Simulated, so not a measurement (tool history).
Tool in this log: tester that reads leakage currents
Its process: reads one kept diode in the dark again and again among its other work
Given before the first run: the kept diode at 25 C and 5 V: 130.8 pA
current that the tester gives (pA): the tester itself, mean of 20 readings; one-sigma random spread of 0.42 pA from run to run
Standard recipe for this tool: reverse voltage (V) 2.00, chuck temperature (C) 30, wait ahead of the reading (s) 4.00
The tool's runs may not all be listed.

run      day  reverse voltage (V)  chuck temperature (C)  wait ahead of the reading (s)  current that the tester gives (pA)
  1    0.000                 2.00                     30                           4.00                              138.35
  2    4.400                 2.00                     30                           4.00                              138.99
  3    8.150                 2.00                     30                           4.00                              138.09
  4   12.854                 2.00                     30                           4.00                              138.31
      15.092  -- chuck's temperature calibrated
  5   15.646                 2.00                     30                           4.00                              138.49
  6   18.225                10.33                     30                           4.00                              238.71
  7   22.233                10.33                     30                           4.00                              238.78
  8   25.104                 2.00                     30                           4.00                              138.57
  9   29.971                 2.00                     30                           4.00                              138.43
 10   32.650                 2.00                     22                           4.00                               77.50
 11   35.658                 2.00                     22                           4.00                               77.59
 12   41.175                 2.00                     22                           4.00                               78.02
 13   46.875                 2.00                     21                           4.00                               71.80
      48.583  -- probe card cleaned and baked
 14   52.917                 2.00                     21                           4.00                               71.92
 15   56.971                 2.00                     30                           4.00                              138.65
 16   60.162                 2.00                     30                           4.00                              137.43
      61.721  -- tester calibrated
 17   62.883                 2.00                     30                           4.79                              138.37
 18   67.967                 1.38                     31                           0.94                              131.09
 19   71.942                 1.38                     31                           1.46                              131.60
 20   75.942                 1.38                     31                           1.46                              132.19
 21   80.004                 1.38                     31                           1.46                              131.78
 22   85.612                14.61                     20                           4.00                              129.05
 23   88.462                14.61                     20                           4.00                              129.16
 24   90.971                 2.00                     30                           1.01                              138.61
 25   95.592                 3.59                     46                           9.55                              489.79
 26  100.846                 3.59                     24                           0.63                              109.82
 27  106.446                 3.59                     24                           0.63                              108.76
     109.783  -- chuck's temperature calibrated
 28  110.321                 5.64                     55                           0.68                              995.74
 29  112.988                 8.16                     45                           3.36                              606.75

Each row is a separate what-if for the run after 29, all from the same tool condition, not one after another. Results?
  A  117.783                 4.53                     48                           2.98                                   ?
  B  117.783                13.15                     43                           2.76                                   ?
  C  117.783                 2.00                     31                           0.78                                   ?
  D  117.783                18.84                     31                           5.59                                   ?
  E  117.783                 3.86                     30                           4.00                                   ?

run  current that the tester gives (pA)
  A                              600.33
  B                              624.60
  C                              148.51
  D                              313.29
  E                              172.09
Without the tool's hidden state the same runs would have given:
run  current that the tester gives (pA)
  A                              600.30
  B                              624.49
  C                              148.50
  D                              313.11
  E                              172.06
